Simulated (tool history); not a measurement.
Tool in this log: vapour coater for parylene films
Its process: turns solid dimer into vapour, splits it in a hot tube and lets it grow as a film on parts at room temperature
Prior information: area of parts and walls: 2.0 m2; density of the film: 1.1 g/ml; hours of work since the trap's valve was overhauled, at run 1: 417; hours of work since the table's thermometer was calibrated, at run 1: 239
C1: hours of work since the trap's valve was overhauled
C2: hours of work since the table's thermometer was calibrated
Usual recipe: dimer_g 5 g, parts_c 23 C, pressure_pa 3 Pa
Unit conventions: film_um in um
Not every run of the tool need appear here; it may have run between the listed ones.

{"run": 1, "hour": 0.0, "dimer_g": 5, "parts_c": 23, "pressure_pa": 3, "C1": 417, "C2": 239, "film_um": 1.1}
{"run": 2, "hour": 53.2, "dimer_g": 5, "parts_c": 23, "pressure_pa": 3, "C1": 446, "C2": 268, "film_um": 1.09}
{"run": 3, "hour": 101.1, "dimer_g": 5, "parts_c": 23, "pressure_pa": 3, "C1": 473, "C2": 294, "film_um": 1.11}
{"run": 4, "hour": 142.5, "dimer_g": 5, "parts_c": 23, "pressure_pa": 3, "C1": 496, "C2": 317, "film_um": 1.07}
{"hour": 157.7, "done": "trap's valve overhauled"}
{"run": 5, "hour": 185.1, "dimer_g": 5, "parts_c": 23, "pressure_pa": 3, "C1": 15, "C2": 338, "film_um": 1.22}
{"run": 6, "hour": 269.7, "dimer_g": 5, "parts_c": 23, "pressure_pa": 3, "C1": 62, "C2": 385, "film_um": 1.16}
{"run": 7, "hour": 325.2, "dimer_g": 5, "parts_c": 23, "pressure_pa": 3.65, "C1": 92, "C2": 416, "film_um": 1.18}
{"run": 8, "hour": 381.7, "dimer_g": 5, "parts_c": 23, "pressure_pa": 3.65, "C1": 123, "C2": 447, "film_um": 1.12}
{"run": 9, "hour": 471.2, "dimer_g": 5, "parts_c": 22, "pressure_pa": 3.65, "C1": 173, "C2": 496, "film_um": 1.19}
{"run": 10, "hour": 543.9, "dimer_g": 5, "parts_c": 15, "pressure_pa": 3.65, "C1": 213, "C2": 536, "film_um": 1.5}
{"run": 11, "hour": 616.2, "dimer_g": 5, "parts_c": 21, "pressure_pa": 3, "C1": 253, "C2": 576, "film_um": 1.22}
{"run": 12, "hour": 656.3, "dimer_g": 4, "parts_c": 25, "pressure_pa": 3.2, "C1": 275, "C2": 598, "film_um": 0.85}
{"run": 13, "hour": 738.5, "dimer_g": 4, "parts_c": 25, "pressure_pa": 3.2, "C1": 320, "C2": 643, "film_um": 0.83}
{"run": 14, "hour": 795.0, "dimer_g": 4, "parts_c": 20, "pressure_pa": 7.77, "C1": 351, "C2": 674, "film_um": 0.92}
{"run": 15, "hour": 835.4, "dimer_g": 3, "parts_c": 29, "pressure_pa": 6.07, "C1": 373, "C2": 697, "film_um": 0.49}
{"run": 16, "hour": 919.0, "dimer_g": 3, "parts_c": 29, "pressure_pa": 6.07, "C1": 420, "C2": 743, "film_um": 0.47}

Alternative continuations, all from the tool just after run 16; predict every row:
{"run": "A", "hour": 997.0, "dimer_g": 3, "parts_c": 31, "pressure_pa": 6.07, "C1": 463, "C2": 786, "film_um": "?"}
{"run": "B", "hour": 997.0, "dimer_g": 3, "parts_c": 23, "pressure_pa": 10.39, "C1": 463, "C2": 786, "film_um": "?"}
{"run": "C", "hour": 997.0, "dimer_g": 3, "parts_c": 29, "pressure_pa": 2.02, "C1": 463, "C2": 786, "film_um": "?"}

run=A film_um=0.46
run=B film_um=0.54
run=C film_um=0.56
Without the tool's hidden state the same runs would have given:
run=A film_um=0.5
run=B film_um=0.59
run=C film_um=0.61

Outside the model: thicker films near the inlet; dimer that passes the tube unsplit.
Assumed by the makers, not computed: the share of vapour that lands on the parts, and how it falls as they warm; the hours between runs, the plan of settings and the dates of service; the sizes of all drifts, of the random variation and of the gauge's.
